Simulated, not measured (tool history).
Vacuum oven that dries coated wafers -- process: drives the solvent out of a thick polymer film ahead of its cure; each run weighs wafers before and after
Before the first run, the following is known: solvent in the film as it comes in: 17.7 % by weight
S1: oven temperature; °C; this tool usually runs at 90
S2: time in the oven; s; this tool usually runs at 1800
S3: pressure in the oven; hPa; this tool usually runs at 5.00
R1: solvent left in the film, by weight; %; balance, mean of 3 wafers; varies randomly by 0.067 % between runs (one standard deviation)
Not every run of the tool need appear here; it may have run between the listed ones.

Run 1, hour 0.0: usual settings. Result: R1 4.39 %.
Run 2, hour 54.1: usual settings but S3 6.77 hPa. Result: R1 4.58 %.
Run 3, hour 97.9: usual settings but S3 6.77 hPa. Result: R1 4.53 %.
Run 4, hour 145.8: usual settings but S1 88 °C, S3 6.77 hPa. Result: R1 5.02 %.
Run 5, hour 193.6: usual settings but S1 88 °C, S3 6.77 hPa. Result: R1 5.10 %.
Run 6, hour 226.1: usual settings but S3 13.66 hPa. Result: R1 5.55 %.
Run 7, hour 289.3: usual settings but S1 92 °C. Result: R1 3.74 %.
At hour 295.8: oven's thermocouples calibrated.
Run 8, hour 343.4: usual settings but S1 92 °C, S3 8.26 hPa. Result: R1 4.01 %.
Run 9, hour 398.3: usual settings but S1 92 °C, S2 1080 s, S3 4.57 hPa. Result: R1 5.87 %.
Run 10, hour 429.0: usual settings but S2 1920 s, S3 4.71 hPa. Result: R1 3.86 %.
Run 11, hour 488.7: usual settings but S2 1920 s, S3 8.29 hPa. Result: R1 4.20 %.

The next listed run, before its measurement:
At hour 503.0: oven's thermocouples calibrated, once more.
Run 12, hour 558.8: usual settings but S2 1920 s, S3 8.29 hPa. Result: R1 ?.

R1: 5.23 %
Minus the tool's unlogged condition, the same run would have read R1 4.57 %.

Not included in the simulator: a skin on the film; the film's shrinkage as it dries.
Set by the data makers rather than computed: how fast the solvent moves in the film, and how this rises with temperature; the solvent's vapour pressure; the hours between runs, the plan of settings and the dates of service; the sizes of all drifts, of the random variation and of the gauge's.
